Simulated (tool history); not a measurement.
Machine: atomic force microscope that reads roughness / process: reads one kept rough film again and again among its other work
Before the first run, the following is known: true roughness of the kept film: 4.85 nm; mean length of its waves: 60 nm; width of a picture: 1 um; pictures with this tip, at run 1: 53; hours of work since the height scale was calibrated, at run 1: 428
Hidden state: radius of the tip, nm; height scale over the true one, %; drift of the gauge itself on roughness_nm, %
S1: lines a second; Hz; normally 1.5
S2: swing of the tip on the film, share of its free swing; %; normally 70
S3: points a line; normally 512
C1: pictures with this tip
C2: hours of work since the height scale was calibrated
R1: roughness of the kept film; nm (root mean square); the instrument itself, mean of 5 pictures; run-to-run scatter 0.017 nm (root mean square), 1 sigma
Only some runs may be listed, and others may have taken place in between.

run 1 hour=0 | S1=1.5 S2=70 S3=512 | C1=53 C2=428 | R1=4.127
run 2 hour=12.9 | S1=1.5 S2=70 S3=512 | C1=67 C2=435 | R1=4.09
run 3 hour=29.5 | S1=1.5 S2=70 S3=512 | C1=85 C2=444 | R1=4.062
run 4 hour=39.6 | S1=1.5 S2=70 S3=512 | C1=95 C2=450 | R1=4.027
run 5 hour=54.5 | S1=1.5 S2=70 S3=512 | C1=112 C2=458 | R1=3.982
run 6 hour=62.7 | S1=0.73 S2=70 S3=512 | C1=120 C2=463 | R1=4.118
run 7 hour=72.7 | S1=0.73 S2=70 S3=512 | C1=131 C2=468 | R1=4.107
run 8 hour=86.4 | S1=1.5 S2=70 S3=512 | C1=146 C2=476 | R1=3.884
run 9 hour=99.4 | S1=1.5 S2=70 S3=512 | C1=160 C2=483 | R1=3.897
run 10 hour=108 | S1=1.5 S2=70 S3=512 | C1=169 C2=488 | R1=3.837
run 11 hour=116.4 | S1=1.5 S2=70 S3=512 | C1=178 C2=492 | R1=3.881
run 12 hour=135.8 | S1=1.5 S2=70 S3=512 | C1=199 C2=503 | R1=3.835
run 13 hour=151.3 | S1=1.5 S2=70 S3=512 | C1=216 C2=512 | R1=3.794
run 14 hour=160.4 | S1=1.5 S2=70 S3=512 | C1=226 C2=517 | R1=3.752
run 15 hour=179.3 | S1=1.5 S2=70 S3=512 | C1=246 C2=527 | R1=3.728
run 16 hour=193 | S1=1.5 S2=70 S3=512 | C1=261 C2=535 | R1=3.699
run 17 hour=202.7 | S1=1.5 S2=70 S3=512 | C1=271 C2=540 | R1=3.685
run 18 hour=212.7 | S1=1.5 S2=70 S3=512 | C1=282 C2=546 | R1=3.646
run 19 hour=222.6 | S1=0.52 S2=82 S3=512 | C1=293 C2=552 | R1=3.726
run 20 hour=236.5 | S1=0.54 S2=66 S3=329 | C1=308 C2=559 | R1=3.834
-- hour=243.5 new tip fitted
run 21 hour=254.6 | S1=1.5 S2=84 S3=942 | C1=12 C2=569 | R1=3.874
run 22 hour=267.6 | S1=2.93 S2=84 S3=707 | C1=26 C2=576 | R1=3.33
run 23 hour=281.3 | S1=1.94 S2=66 S3=414 | C1=40 C2=584 | R1=4.137
run 24 hour=299.9 | S1=1.54 S2=64 S3=499 | C1=61 C2=594 | R1=4.209
run 25 hour=314.9 | S1=2.95 S2=57 S3=271 | C1=77 C2=603 | R1=4.114
run 26 hour=326.5 | S1=2.03 S2=84 S3=512 | C1=89 C2=609 | R1=3.492
run 27 hour=341.7 | S1=3.32 S2=55 S3=512 | C1=106 C2=618 | R1=4.044
run 28 hour=354.9 | S1=0.8 S2=62 S3=512 | C1=120 C2=625 | R1=4.192
run 29 hour=364.5 | S1=0.8 S2=62 S3=512 | C1=130 C2=630 | R1=4.143
run 30 hour=379.5 | S1=1.5 S2=61 S3=512 | C1=146 C2=639 | R1=4.034
run 31 hour=389.7 | S1=3.7 S2=62 S3=378 | C1=157 C2=644 | R1=3.753
run 32 hour=403.3 | S1=1.5 S2=88 S3=283 | C1=172 C2=652 | R1=3.402
run 33 hour=418.6 | S1=1.5 S2=88 S3=283 | C1=188 C2=661 | R1=3.417
run 34 hour=435.3 | S1=1.5 S2=88 S3=283 | C1=206 C2=670 | R1=3.378
run 35 hour=447.1 | S1=0.8 S2=84 S3=678 | C1=219 C2=676 | R1=3.738
run 36 hour=463 | S1=0.8 S2=84 S3=678 | C1=236 C2=685 | R1=3.68

Selected run-to-run steps in R1, each split into two signed amounts: the part the tool would show with no hidden state at all (from settings, incoming material and random variation), and the remainder, which goes to the hidden state together with any gauge scatter not common to the measured and the hidden-state-free results:
Run 20 -> 21: S1 0.54 -> 1.5, S2 66 -> 84, S3 329 -> 942, new tip fitted. R1 +0.04 nm (root mean square): hidden state +0.63, all else -0.59.
Run 22 -> 23: S1 2.93 -> 1.94, S2 84 -> 66, S3 707 -> 414. R1 +0.807 nm (root mean square): hidden state -0.045, all else +0.852.
Run 25 -> 26: S1 2.95 -> 2.03, S2 57 -> 84, S3 271 -> 512. R1 -0.622 nm (root mean square): hidden state +0.001, all else -0.623.
Run 26 -> 27: S1 2.03 -> 3.32, S2 84 -> 55. R1 +0.552 nm (root mean square): hidden state -0.067, all else +0.619.
Run 34 -> 35: S1 1.5 -> 0.8, S2 88 -> 84, S3 283 -> 678. R1 +0.36 nm (root mean square): hidden state -0.071, all else +0.431.

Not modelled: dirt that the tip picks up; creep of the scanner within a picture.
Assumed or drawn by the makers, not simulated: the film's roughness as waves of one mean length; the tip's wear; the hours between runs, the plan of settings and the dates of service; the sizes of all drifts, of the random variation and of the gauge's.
